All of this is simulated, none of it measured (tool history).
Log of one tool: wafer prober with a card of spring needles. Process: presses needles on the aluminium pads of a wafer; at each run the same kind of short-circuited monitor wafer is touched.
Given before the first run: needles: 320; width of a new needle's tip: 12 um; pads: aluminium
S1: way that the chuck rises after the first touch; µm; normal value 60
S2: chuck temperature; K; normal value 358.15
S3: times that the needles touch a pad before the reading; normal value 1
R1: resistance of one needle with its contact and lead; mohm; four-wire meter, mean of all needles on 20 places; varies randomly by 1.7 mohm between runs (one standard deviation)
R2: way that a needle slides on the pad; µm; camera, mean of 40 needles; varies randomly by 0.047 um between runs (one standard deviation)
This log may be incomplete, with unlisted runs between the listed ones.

run	hour	S1	S2	S3	R1	R2
1	0.0	60	358.15	1	176	10.56
# hour 14.7: tips cleaned on abrasive film
# hour 26.4: tips cleaned on abrasive film
# hour 38.2: tips cleaned on abrasive film
# hour 52.8: tips cleaned on abrasive film
# hour 67.5: tips cleaned on abrasive film
2	69.2	60	358.15	1	180	10.48
# hour 81.0: tips cleaned on abrasive film
# hour 92.8: tips cleaned on abrasive film
# hour 96.0: height of the first contact set anew
# hour 104.8: tips cleaned on abrasive film
# hour 116.6: tips cleaned on abrasive film
# hour 131.2: tips cleaned on abrasive film
3	132.5	43	358.15	1	181	7.55
# hour 144.2: tips cleaned on abrasive film
# hour 156.0: tips cleaned on abrasive film
# hour 170.6: tips cleaned on abrasive film
# hour 185.3: tips cleaned on abrasive film
4	188.8	43	348.15	1	183	7.49
# hour 197.7: tips cleaned on abrasive film
# hour 209.4: tips cleaned on abrasive film
# hour 224.1: tips cleaned on abrasive film
# hour 235.9: tips cleaned on abrasive film
5	242.7	45	358.15	1	184	7.85
# hour 248.6: tips cleaned on abrasive film
# hour 260.6: card fitted with new needles
# hour 272.4: tips cleaned on abrasive film
# hour 284.2: tips cleaned on abrasive film
# hour 295.9: tips cleaned on abrasive film
# hour 307.7: tips cleaned on abrasive film
6	312.2	60	307.15	1	166	10.41
# hour 321.0: tips cleaned on abrasive film
# hour 332.8: tips cleaned on abrasive film
# hour 347.4: tips cleaned on abrasive film
# hour 359.2: tips cleaned on abrasive film
# hour 373.9: tips cleaned on abrasive film
# hour 388.5: tips cleaned on abrasive film
7	393.6	60	358.15	1	176	10.46
# hour 402.4: tips cleaned on abrasive film
# hour 414.2: tips cleaned on abrasive film
# hour 428.8: tips cleaned on abrasive film
# hour 440.6: tips cleaned on abrasive film
# hour 455.3: tips cleaned on abrasive film
# hour 469.9: tips cleaned on abrasive film
# hour 481.7: tips cleaned on abrasive film
8	481.7	60	358.15	1	179	10.50
# hour 493.5: tips cleaned on abrasive film
# hour 505.3: tips cleaned on abrasive film
# hour 520.0: tips cleaned on abrasive film
# hour 526.1: height of the first contact set anew
# hour 532.0: tips cleaned on abrasive film
# hour 543.8: tips cleaned on abrasive film
# hour 558.4: tips cleaned on abrasive film
9	563.4	60	358.15	1	178	10.55
# hour 572.3: tips cleaned on abrasive film
# hour 584.0: tips cleaned on abrasive film
# hour 598.7: tips cleaned on abrasive film
# hour 610.5: tips cleaned on abrasive film
# hour 625.1: tips cleaned on abrasive film
10	628.5	60	358.15	1	174	10.52
# hour 637.3: tips cleaned on abrasive film
# hour 649.1: tips cleaned on abrasive film
# hour 660.8: tips cleaned on abrasive film
# hour 675.5: tips cleaned on abrasive film
11	682.9	60	358.15	1	177	10.52
# hour 688.8: tips cleaned on abrasive film
# hour 700.6: tips cleaned on abrasive film
# hour 712.3: tips cleaned on abrasive film
# hour 727.0: tips cleaned on abrasive film
12	737.4	60	358.15	1	175	10.42
# hour 740.4: tips cleaned on abrasive film
# hour 755.1: tips cleaned on abrasive film
# hour 766.8: tips cleaned on abrasive film
# hour 778.6: tips cleaned on abrasive film
# hour 790.4: tips cleaned on abrasive film
# hour 790.7: height of the first contact set anew
13	800.4	60	358.15	3	175	10.51
# hour 803.5: tips cleaned on abrasive film
# hour 818.1: tips cleaned on abrasive film
# hour 829.9: tips cleaned on abrasive film
# hour 841.6: tips cleaned on abrasive film
# hour 856.3: tips cleaned on abrasive film
# hour 868.1: tips cleaned on abrasive film
14	872.7	60	358.15	3	177	10.52
# hour 881.5: tips cleaned on abrasive film
# hour 896.2: tips cleaned on abrasive film
# hour 910.8: tips cleaned on abrasive film
# hour 922.6: tips cleaned on abrasive film
# hour 934.3: tips cleaned on abrasive film
# hour 946.1: tips cleaned on abrasive film
15	956.6	60	358.15	2	178	10.48
# hour 959.6: tips cleaned on abrasive film
# hour 971.4: tips cleaned on abrasive film
# hour 986.1: tips cleaned on abrasive film
# hour 1000.7: tips cleaned on abrasive film
# hour 1012.5: tips cleaned on abrasive film
16	1012.7	60	358.15	2	177	10.58
# hour 1024.5: tips cleaned on abrasive film
# hour 1039.2: tips cleaned on abrasive film
# hour 1053.8: tips cleaned on abrasive film
# hour 1055.4: height of the first contact set anew
17	1055.4	60	358.15	2	174	10.50
# hour 1067.1: tips cleaned on abrasive film
# hour 1078.9: tips cleaned on abrasive film
# hour 1090.6: tips cleaned on abrasive film
# hour 1105.3: tips cleaned on abrasive film
# hour 1117.0: tips cleaned on abrasive film
# hour 1128.8: tips cleaned on abrasive film
# hour 1143.5: tips cleaned on abrasive film
18	1146.7	68	358.15	1	174	11.92
# hour 1155.5: tips cleaned on abrasive film
# hour 1167.2: tips cleaned on abrasive film
# hour 1181.9: tips cleaned on abrasive film
# hour 1193.7: tips cleaned on abrasive film
# hour 1205.4: tips cleaned on abrasive film
# hour 1220.1: tips cleaned on abrasive film
# hour 1234.8: tips cleaned on abrasive film
19	1234.8	78	358.15	2	172	13.67
# hour 1246.6: tips cleaned on abrasive film
# hour 1258.4: tips cleaned on abrasive film
# hour 1273.0: tips cleaned on abrasive film
20	1275.8	78	349.15	2	171	13.67
# hour 1287.5: tips cleaned on abrasive film
# hour 1299.3: tips cleaned on abrasive film
# hour 1313.9: tips cleaned on abrasive film
# hour 1320.1: height of the first contact set anew
# hour 1326.0: tips cleaned on abrasive film
21	1329.5	63	358.15	1	179	10.98
# hour 1338.3: tips cleaned on abrasive film
# hour 1353.0: tips cleaned on abrasive film
# hour 1364.8: tips cleaned on abrasive film
# hour 1379.4: tips cleaned on abrasive film
# hour 1391.2: tips cleaned on abrasive film
22	1402.3	63	358.15	1	177	11.13
# hour 1405.3: tips cleaned on abrasive film
# hour 1417.0: tips cleaned on abrasive film
# hour 1428.8: tips cleaned on abrasive film
# hour 1443.5: tips cleaned on abrasive film
23	1453.0	69	358.15	2	175	12.03
# hour 1456.0: tips cleaned on abrasive film
# hour 1467.7: tips cleaned on abrasive film
# hour 1479.5: tips cleaned on abrasive film
# hour 1491.3: tips cleaned on abrasive film
24	1492.8	69	358.15	2	175	12.14

Here are 4 independent what-if runs from the current tool condition. What would each one return?
# hour 1504.5: tips cleaned on abrasive film
# hour 1516.3: tips cleaned on abrasive film
# hour 1528.0: tips cleaned on abrasive film
# hour 1542.7: tips cleaned on abrasive film
A	1552.5	53	358.15	1	?	?
# hour 1504.5: tips cleaned on abrasive film
# hour 1516.3: tips cleaned on abrasive film
# hour 1528.0: tips cleaned on abrasive film
# hour 1542.7: tips cleaned on abrasive film
B	1552.5	73	329.15	1	?	?
# hour 1504.5: tips cleaned on abrasive film
# hour 1516.3: tips cleaned on abrasive film
# hour 1528.0: tips cleaned on abrasive film
# hour 1542.7: tips cleaned on abrasive film
C	1552.5	50	365.15	1	?	?
# hour 1504.5: tips cleaned on abrasive film
# hour 1516.3: tips cleaned on abrasive film
# hour 1528.0: tips cleaned on abrasive film
# hour 1542.7: tips cleaned on abrasive film
D	1552.5	44	358.15	1	?	?

run	R1	R2
A	178	9.38
B	167	12.68
C	184	8.73
D	184	7.71
Had the tool no hidden state, the same runs would have come out as:
run	R1	R2
A	178	9.38
B	167	12.68
C	184	8.73
D	184	7.71

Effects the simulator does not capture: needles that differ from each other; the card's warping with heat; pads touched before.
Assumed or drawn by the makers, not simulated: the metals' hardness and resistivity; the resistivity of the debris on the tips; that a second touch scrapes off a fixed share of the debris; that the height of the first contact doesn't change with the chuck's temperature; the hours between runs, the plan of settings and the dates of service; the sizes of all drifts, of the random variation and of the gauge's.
